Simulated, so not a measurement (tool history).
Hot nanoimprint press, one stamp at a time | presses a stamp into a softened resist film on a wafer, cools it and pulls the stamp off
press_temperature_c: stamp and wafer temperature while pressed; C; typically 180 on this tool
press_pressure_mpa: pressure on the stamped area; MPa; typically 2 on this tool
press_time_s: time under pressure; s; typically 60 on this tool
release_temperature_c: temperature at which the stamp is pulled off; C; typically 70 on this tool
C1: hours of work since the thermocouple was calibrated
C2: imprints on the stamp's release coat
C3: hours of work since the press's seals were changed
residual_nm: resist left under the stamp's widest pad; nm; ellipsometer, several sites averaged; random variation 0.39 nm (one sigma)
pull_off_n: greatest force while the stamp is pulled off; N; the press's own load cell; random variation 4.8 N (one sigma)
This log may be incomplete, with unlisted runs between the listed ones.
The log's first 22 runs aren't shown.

{"run": 23, "day": 16.508, "press_temperature_c": 174, "press_pressure_mpa": 1.28, "press_time_s": 101, "release_temperature_c": 56, "C1": 350, "C2": 482, "C3": 575, "residual_nm": 146.8, "pull_off_n": 358}
{"run": 24, "day": 17.483, "press_temperature_c": 174, "press_pressure_mpa": 1.28, "press_time_s": 101, "release_temperature_c": 56, "C1": 361, "C2": 571, "C3": 587, "residual_nm": 146.8, "pull_off_n": 369}
{"run": 25, "day": 18.467, "press_temperature_c": 169, "press_pressure_mpa": 2.36, "press_time_s": 101, "release_temperature_c": 65, "C1": 373, "C2": 660, "C3": 599, "residual_nm": 132.4, "pull_off_n": 288}
{"run": 26, "day": 19.125, "press_temperature_c": 180, "press_pressure_mpa": 1.35, "press_time_s": 60, "release_temperature_c": 70, "C1": 381, "C2": 720, "C3": 607, "residual_nm": 138.2, "pull_off_n": 267}
{"run": 27, "day": 20.067, "press_temperature_c": 180, "press_pressure_mpa": 1.9, "press_time_s": 47, "release_temperature_c": 75, "C1": 392, "C2": 806, "C3": 618, "residual_nm": 126.5, "pull_off_n": 228}
{"run": 28, "day": 20.767, "press_temperature_c": 190, "press_pressure_mpa": 2, "press_time_s": 55, "release_temperature_c": 70, "C1": 401, "C2": 870, "C3": 626, "residual_nm": 87.1, "pull_off_n": 270}
{"run": 29, "day": 21.304, "press_temperature_c": 190, "press_pressure_mpa": 2, "press_time_s": 55, "release_temperature_c": 70, "C1": 407, "C2": 919, "C3": 633, "residual_nm": 86.8, "pull_off_n": 276}
{"run": 30, "day": 21.833, "press_temperature_c": 190, "press_pressure_mpa": 2, "press_time_s": 55, "release_temperature_c": 70, "C1": 414, "C2": 966, "C3": 639, "residual_nm": 87.3, "pull_off_n": 288}

What if the next run were any one of these 3? Each begins from the tool's condition after run 30:
{"run": "A", "day": 22.638, "press_temperature_c": 189, "press_pressure_mpa": 2, "press_time_s": 55, "release_temperature_c": 70, "C1": 423, "C2": 1040, "C3": 649, "residual_nm": "?", "pull_off_n": "?"}
{"run": "B", "day": 22.638, "press_temperature_c": 190, "press_pressure_mpa": 2.85, "press_time_s": 55, "release_temperature_c": 60, "C1": 423, "C2": 1040, "C3": 649, "residual_nm": "?", "pull_off_n": "?"}
{"run": "C", "day": 22.638, "press_temperature_c": 181, "press_pressure_mpa": 2, "press_time_s": 68, "release_temperature_c": 56, "C1": 423, "C2": 1040, "C3": 649, "residual_nm": "?", "pull_off_n": "?"}

run=A residual_nm=90.2 pull_off_n=286
run=B residual_nm=71.1 pull_off_n=360
run=C residual_nm=108 pull_off_n=398
Stripped of hidden state, with their random variation kept, the same runs would have yielded:
run=A residual_nm=90.1 pull_off_n=234
run=B residual_nm=70.2 pull_off_n=295
run=C residual_nm=108.2 pull_off_n=325
